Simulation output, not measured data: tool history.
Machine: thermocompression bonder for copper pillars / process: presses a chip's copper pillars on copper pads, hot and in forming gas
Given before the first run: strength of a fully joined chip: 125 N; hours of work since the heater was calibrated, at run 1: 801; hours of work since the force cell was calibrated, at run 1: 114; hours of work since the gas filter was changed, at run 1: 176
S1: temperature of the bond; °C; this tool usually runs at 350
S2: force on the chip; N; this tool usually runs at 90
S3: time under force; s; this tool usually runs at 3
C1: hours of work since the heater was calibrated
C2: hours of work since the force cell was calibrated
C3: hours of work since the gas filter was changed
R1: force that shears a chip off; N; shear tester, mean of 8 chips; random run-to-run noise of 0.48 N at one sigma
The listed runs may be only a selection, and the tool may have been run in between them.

run   hour   S1   S2  S3   C1   C2   C3    R1
  1    0.0  350   90   3  801  114  176  51.2
  2   13.1  360   90   3  808  120  182  56.6
  3   19.6  350   64   3  811  124  186  39.9
  4   28.1  350   90   3  815  128  190  52.6
  5   33.7  350   90   3  818  130  192  51.7
  6   41.9  379   90   3  821  134  196  65.1
  7   48.0  379   90   3  824  137  199  66.2
  8   58.6  356   90   3  830  142  204  54.7
  9   70.8  350   55   3  835  148  210  35.0
 10   77.4  372   90   3  839  151  213  63.2
 11   88.3  350   94   3  844  157  218  52.9
 12   98.2  350   94   3  848  161  223  53.3
 13  106.7  350   90   3  853  165  227  51.1
 14  113.1  350   90   3  856  168  230  50.7
 15  125.6  350   90   3  862  174  236  52.1
 16  132.3  350   90   3  865  178  240  51.2
 17  142.9  350   90   3  870  183  245  51.5
 18  155.0  350   90   3  876  188  250  50.9
 19  163.0  350   90   2  880  192  254  43.5
 20  168.5  350   83   5  882  195  257  57.7
 21  175.2  350   83   5  885  198  260  58.4
 22  183.0  350   83   5  889  202  264  57.3
 23  192.3  350   58   3  894  206  268  36.2
 24  202.4  342   90   3  898  211  273  47.2
 25  214.3  343   68   2  904  217  279  32.3
 26  223.2  367   56   5  908  221  283  51.1
 27  234.5  342   55   5  914  227  289  39.4
 28  245.1  323  118   5  919  232  294  57.8
 29  253.4  350   99   9  923  236  298  77.1
 30  264.5  350   99   9  928  241  303  77.1
 31  270.0  350   99   9  931  244  306  76.7
 32  276.2  350  119   6  934  247  308  77.6
 33  285.9  350  119   6  938  251  313  76.9
 34  292.9  324   92   5  942  255  317  48.1
 35  305.2  348   68   2  948  260  322  34.0

What if the next run were any one of these 5? Each begins from the tool's condition after run 35:
  A  314.5  348   91   6  952  265  327   ?
  B  314.5  350   98   3  952  265  327   ?
  C  314.5  378   90   3  952  265  327   ?
  D  314.5  348   67   4  952  265  327   ?
  E  314.5  348  129   4  952  265  327   ?

run    R1
  A  64.0
  B  54.1
  C  64.1
  D  44.6
  E  71.0
Stripped of hidden state, with their random variation kept, the same runs would have yielded:
run    R1
  A  64.6
  B  54.3
  C  65.1
  D  44.5
  E  71.9
